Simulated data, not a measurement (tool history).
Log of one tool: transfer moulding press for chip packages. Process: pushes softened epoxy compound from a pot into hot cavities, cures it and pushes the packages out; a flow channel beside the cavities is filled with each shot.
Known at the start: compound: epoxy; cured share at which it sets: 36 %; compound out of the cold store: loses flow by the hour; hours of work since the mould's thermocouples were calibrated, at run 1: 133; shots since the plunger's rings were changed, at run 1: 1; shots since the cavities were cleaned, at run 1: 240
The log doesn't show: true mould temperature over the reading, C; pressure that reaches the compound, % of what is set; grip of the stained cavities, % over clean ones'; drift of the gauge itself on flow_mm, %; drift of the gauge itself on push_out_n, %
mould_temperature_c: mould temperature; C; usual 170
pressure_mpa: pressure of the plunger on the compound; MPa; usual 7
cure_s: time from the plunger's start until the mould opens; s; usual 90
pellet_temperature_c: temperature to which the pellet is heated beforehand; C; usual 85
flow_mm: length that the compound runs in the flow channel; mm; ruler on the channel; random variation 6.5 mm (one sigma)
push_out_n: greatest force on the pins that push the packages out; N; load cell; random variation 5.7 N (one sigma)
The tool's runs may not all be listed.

run    hour  mould_temperature_c  pressure_mpa  cure_s  pellet_temperature_c  hours of work since the mould's thermocouples were calibrated  shots since the plunger's rings were changed  shots since the cavities were cleaned  incoming compound's hours out of the cold store  flow_mm  push_out_n
  1       0                  170             7      90                    85                                                            133                                             1                                    240                                             19.7      735         283
       27.8  -- cavities cleaned with cleaning compound and waxed
  2    68.4                  170             7      90                    85                                                            162                                           612                                    371                                             17.1      716         283
       85.7  -- cavities cleaned with cleaning compound and waxed
  3   122.6                  170          5.33      90                    85                                                            186                                          1093                                    336                                               27      610         285
      145.4  -- cavities cleaned with cleaning compound and waxed
  4   155.3                  170             7      90                    83                                                            199                                          1378                                     90                                             10.7      744         236
      202.7  -- cavities cleaned with cleaning compound and waxed
  5   207.4                  170           8.2      90                    85                                                            222                                          1840                                     43                                             16.3      778         221
  6     253                  170          6.79      90                    85                                                            242                                          2256                                    459                                             46.2      645         299
      259.6  -- cavities cleaned with cleaning compound and waxed
      318.8  -- cavities cleaned with cleaning compound and waxed
  7   329.5                  162             7      90                    85                                                            274                                          2927                                     98                                             26.5      717         440
      377.8  -- cavities cleaned with cleaning compound and waxed
  8   390.6                  162             7      90                    85                                                            300                                          3472                                    118                                             10.3      785         494
      436.3  -- cavities cleaned with cleaning compound and waxed
  9   445.3                  171             7      90                    85                                                            324                                          3957                                     82                                               30      671         219
      494.4  -- cavities cleaned with cleaning compound and waxed
 10   510.9                  170             7      90                    85                                                            352                                          4542                                    150                                             17.6      694         253
        550  -- cavities cleaned with cleaning compound and waxed
 11   585.7                  170             7      90                    85                                                            384                                          5212                                    326                                             25.3      688         289
        605  -- cavities cleaned with cleaning compound and waxed
      638.9  -- plunger's sealing rings changed
      662.6  -- cavities cleaned with cleaning compound and waxed
 12   662.6                  170             7      90                    85                                                            416                                           204                                      0                                             27.1      699         213
 13     699                  168             7      90                    85                                                            432                                           536                                    332                                             21.2      737         345
      720.4  -- cavities cleaned with cleaning compound and waxed
 14   759.8                  168             7      90                    85                                                            458                                          1077                                    360                                                9      767         372
      778.7  -- cavities cleaned with cleaning compound and waxed
 15   796.5                  175          7.05      98                    88                                                            473                                          1398                                    162                                              8.9      733         203
        835  -- cavities cleaned with cleaning compound and waxed
 16   860.4                  175          8.25      98                    76                                                            501                                          1968                                    232                                             15.8      770         204
      865.8  -- mould's thermocouples calibrated
      892.6  -- cavities cleaned with cleaning compound and waxed
 17   905.9                  175          8.25      98                    80                                                             17                                          2352                                    123                                             45.3      686         191
      946.7  -- cavities cleaned with cleaning compound and waxed
 18   956.3                  175          8.25      98                    80                                                             39                                          2798                                     87                                             29.7      725         181
     1003.2  -- cavities cleaned with cleaning compound and waxed
 19  1028.1                  175          8.25      98                    80                                                             70                                          3439                                    227                                              8.5      774         209
     1063.4  -- cavities cleaned with cleaning compound and waxed
 20  1076.6                  175          5.79      83                    90                                                             90                                          3869                                    121                                             11.9      642         223
     1117.5  -- cavities cleaned with cleaning compound and waxed
 21  1147.2                  175          5.79      83                    90                                                            121                                          4499                                    270                                              8.7      640         277
     1173.2  -- cavities cleaned with cleaning compound and waxed
     1196.7  -- mould's thermocouples calibrated, once more
 22  1213.6                  169          5.64      77                    92                                                              7                                          5074                                    351                                               30      605         391
     1231.8  -- cavities cleaned with cleaning compound and waxed
     1283.9  -- plunger's sealing rings changed
     1290.5  -- cavities cleaned with cleaning compound and waxed
 23  1292.2                  169          5.64      77                    92                                                             40                                            62                                     16                                             43.8      608         296
 24    1327                  167             7      90                    88                                                             55                                           380                                    334                                             13.1      744         339
     1345.5  -- cavities cleaned with cleaning compound and waxed
 25  1387.5                  168          8.27      72                    94                                                             81                                           919                                    384                                             10.3      811         555
     1402.4  -- cavities cleaned with cleaning compound and waxed
 26    1450                  174          8.27      72                    87                                                            108                                          1475                                    435                                             27.3      755         346
     1457.7  -- cavities cleaned with cleaning compound and waxed
     1513.4  -- cavities cleaned with cleaning compound and waxed
 27  1527.1                  174          8.27      72                    87                                                            140                                          2152                                    126                                             13.1      767         284

3 ways to go on from here, each from the tool as it stands after run 27. What would each give?
     1570.7  -- cavities cleaned with cleaning compound and waxed
  A  1599.2                  169          5.55      72                    86                                                            172                                          2796                                    260                                             31.1        ?           ?
     1570.7  -- cavities cleaned with cleaning compound and waxed
  B  1599.2                  174          5.62     122                    90                                                            172                                          2796                                    260                                             23.8        ?           ?
     1570.7  -- cavities cleaned with cleaning compound and waxed
  C  1599.2                  172             7      90                    85                                                            172                                          2796                                    260                                             30.8        ?           ?

run  flow_mm  push_out_n
  A      607         442
  B      608         203
  C      675         242
Without the tool's hidden state the same runs would have given:
run  flow_mm  push_out_n
  A      625         327
  B      626         156
  C      695         185
